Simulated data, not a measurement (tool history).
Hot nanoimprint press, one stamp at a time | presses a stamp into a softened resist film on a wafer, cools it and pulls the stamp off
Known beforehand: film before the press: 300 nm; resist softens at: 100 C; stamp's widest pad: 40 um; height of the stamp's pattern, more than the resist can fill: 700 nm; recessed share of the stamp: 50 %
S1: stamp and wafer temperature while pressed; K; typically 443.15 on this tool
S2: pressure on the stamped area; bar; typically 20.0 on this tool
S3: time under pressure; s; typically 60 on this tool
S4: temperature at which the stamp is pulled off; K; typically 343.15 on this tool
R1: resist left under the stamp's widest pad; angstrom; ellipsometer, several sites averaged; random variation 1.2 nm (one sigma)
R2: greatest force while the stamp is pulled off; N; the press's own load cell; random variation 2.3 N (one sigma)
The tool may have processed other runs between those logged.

run 1 hour=0.0 | S1=443.15 S2=20.0 S3=60 S4=343.15 | R1=1771 R2=101
run 2 hour=8.4 | S1=443.15 S2=20.0 S3=60 S4=343.15 | R1=1784 R2=107
run 3 hour=15.9 | S1=443.15 S2=20.0 S3=60 S4=343.15 | R1=1782 R2=101
run 4 hour=24.0 | S1=443.15 S2=20.0 S3=30 S4=343.15 | R1=2140 R2=102
run 5 hour=33.7 | S1=443.15 S2=20.0 S3=30 S4=343.15 | R1=2168 R2=104
run 6 hour=39.0 | S1=443.15 S2=20.0 S3=60 S4=343.15 | R1=1781 R2=104
run 7 hour=47.9 | S1=438.15 S2=20.0 S3=60 S4=343.15 | R1=2175 R2=104
run 8 hour=56.7 | S1=443.15 S2=20.0 S3=60 S4=330.15 | R1=1763 R2=116
run 9 hour=65.1 | S1=443.15 S2=20.0 S3=57 S4=330.15 | R1=1797 R2=120
run 10 hour=69.5 | S1=443.15 S2=20.0 S3=57 S4=330.15 | R1=1790 R2=121
run 11 hour=78.2 | S1=443.15 S2=23.4 S3=60 S4=343.15 | R1=1658 R2=104
run 12 hour=88.5 | S1=443.15 S2=20.0 S3=75 S4=343.15 | R1=1644 R2=101
run 13 hour=94.4 | S1=443.15 S2=13.7 S3=47 S4=343.15 | R1=2139 R2=107
run 14 hour=104.6 | S1=451.15 S2=14.7 S3=60 S4=337.15 | R1=1373 R2=107
run 15 hour=114.6 | S1=448.15 S2=20.0 S3=60 S4=343.15 | R1=1396 R2=103
run 16 hour=120.2 | S1=443.15 S2=12.4 S3=87 S4=343.15 | R1=1845 R2=104
run 17 hour=124.6 | S1=443.15 S2=13.9 S3=87 S4=335.15 | R1=1810 R2=111
run 18 hour=131.9 | S1=443.15 S2=29.2 S3=87 S4=335.15 | R1=1337 R2=116
run 19 hour=141.2 | S1=439.15 S2=20.0 S3=60 S4=336.15 | R1=2112 R2=111
run 20 hour=150.8 | S1=439.15 S2=20.0 S3=60 S4=336.15 | R1=2094 R2=115

What does the tool deliver on the next run?
run 21 hour=159.6 | S1=439.15 S2=20.0 S3=60 S4=336.15 | R1=? R2=?

Run 21 gave R1 2123 angstrom, R2 107 N.
With the hidden condition absent and the run-to-run variation left alone, this run would have shown R1 2121 angstrom, R2 106 N.

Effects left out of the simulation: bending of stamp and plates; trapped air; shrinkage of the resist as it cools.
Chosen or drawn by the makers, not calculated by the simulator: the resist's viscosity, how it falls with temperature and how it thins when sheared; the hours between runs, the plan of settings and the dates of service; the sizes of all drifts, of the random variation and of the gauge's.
